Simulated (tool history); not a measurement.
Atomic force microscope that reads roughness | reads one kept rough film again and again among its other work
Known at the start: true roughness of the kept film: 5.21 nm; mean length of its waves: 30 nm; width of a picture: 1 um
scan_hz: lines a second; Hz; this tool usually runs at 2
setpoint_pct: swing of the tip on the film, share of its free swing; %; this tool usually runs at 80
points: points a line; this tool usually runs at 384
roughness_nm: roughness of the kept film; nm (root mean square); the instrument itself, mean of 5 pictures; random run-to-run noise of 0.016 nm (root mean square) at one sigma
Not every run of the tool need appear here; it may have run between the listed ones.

run    hour  scan_hz  setpoint_pct  points  roughness_nm
  1       0        2            80     384          2.95
  2    17.7        2            80     384         2.532
       23.6  -- new tip fitted
  3    52.8        2            80     384         2.714
         70  -- new tip fitted
  4    86.1        2            80     743         3.131
  5   113.9        2            80     743         2.409
      116.3  -- new tip fitted
  6   147.7        2            80     743         2.688
        163  -- new tip fitted
  7     184        2            80     743         2.962
      210.3  -- new tip fitted
  8     219        2            80     743         3.268
  9   255.2        2            80     743         2.337
      257.2  -- new tip fitted
 10   283.4        2            80     743         2.934
      304.3  -- new tip fitted
 11   305.1     1.58            80     384         3.709
 12   334.4     1.97            80     384         2.704
      350.9  -- new tip fitted
 13   358.6     1.97            80     656         3.404
 14   380.3        2            80     384         2.706
      396.8  -- new tip fitted
 15   413.1        2            80     384         3.043
 16   439.7        2            80     384         2.386
      444.2  -- new tip fitted
 17     465        2            80     384         2.957
      491.9  -- new tip fitted
 18   501.5     0.64            80     384         3.478
 19   522.4        2            59     384         2.851
      539.9  -- new tip fitted
 20   554.4        2            59     384         3.336
 21   580.2     1.38            80     384         2.529
      586.9  -- new tip fitted
 22   601.7     1.38            80     384         3.261
 23   628.4     1.38            80     384         2.527
      632.7  -- new tip fitted
 24   661.2     2.64            80     384          2.68
      679.8  -- new tip fitted
 25   683.2     2.64            80     384         3.378
 26   702.5     2.64            80     384         2.713
      727.5  -- new tip fitted
 27     729     2.23            89     269         3.323
 28   760.8     0.79            80     384         2.773
      774.4  -- new tip fitted
 29   798.1        2            69     613         3.046
      820.7  -- new tip fitted
 30   824.6        2            82     384         3.493
 31   839.5     3.38            82     519          2.76
      868.3  -- new tip fitted
 32   874.2     3.38            82     987         3.143
 33     896      1.3            80     921         2.841
      914.5  -- new tip fitted
 34   914.7      1.3            80     921         3.778
 35   946.1     1.06            65     921         2.859
      962.6  -- new tip fitted
 36   970.6     1.06            65     921         3.614
 37   997.6        2            84     730         2.496
     1008.7  -- new tip fitted
 38  1014.1        2            84     301         3.366
     1019.4  -- height scale calibrated on a step standard
 39  1031.9     2.87            72     397         3.002
     1055.3  -- new tip fitted
 40  1064.7        2            58     572         3.708
 41    1096        2            64     384         2.716
     1102.9  -- new tip fitted
 42  1118.9        2            64     384          3.34
     1149.9  -- new tip fitted
 43  1153.5     2.67            69     449         3.694
 44    1182     2.67            69     449         2.736
     1195.5  -- new tip fitted
 45  1209.7     2.67            71     449         3.202
     1242.5  -- new tip fitted
 46  1247.2     2.46            88     648         3.309
 47  1263.9     1.31            76     648         3.136
 48  1278.9     1.31            76     648         2.764
     1290.3  -- new tip fitted
 49  1314.5     0.52            60     999          3.35
     1336.7  -- new tip fitted
 50  1340.4     0.52            60     999         3.969

What if the next run were any one of these 3? Each begins from the tool's condition after run 50:
  A  1359.9     0.85            60     264             ?
  B  1359.9     2.44            67     466             ?
  C  1359.9     0.82            87     365             ?

run  roughness_nm
  A          3.12
  B         3.018
  C         3.022
Had the tool no hidden state, the same runs would have come out as:
run  roughness_nm
  A         4.104
  B         3.969
  C         3.971

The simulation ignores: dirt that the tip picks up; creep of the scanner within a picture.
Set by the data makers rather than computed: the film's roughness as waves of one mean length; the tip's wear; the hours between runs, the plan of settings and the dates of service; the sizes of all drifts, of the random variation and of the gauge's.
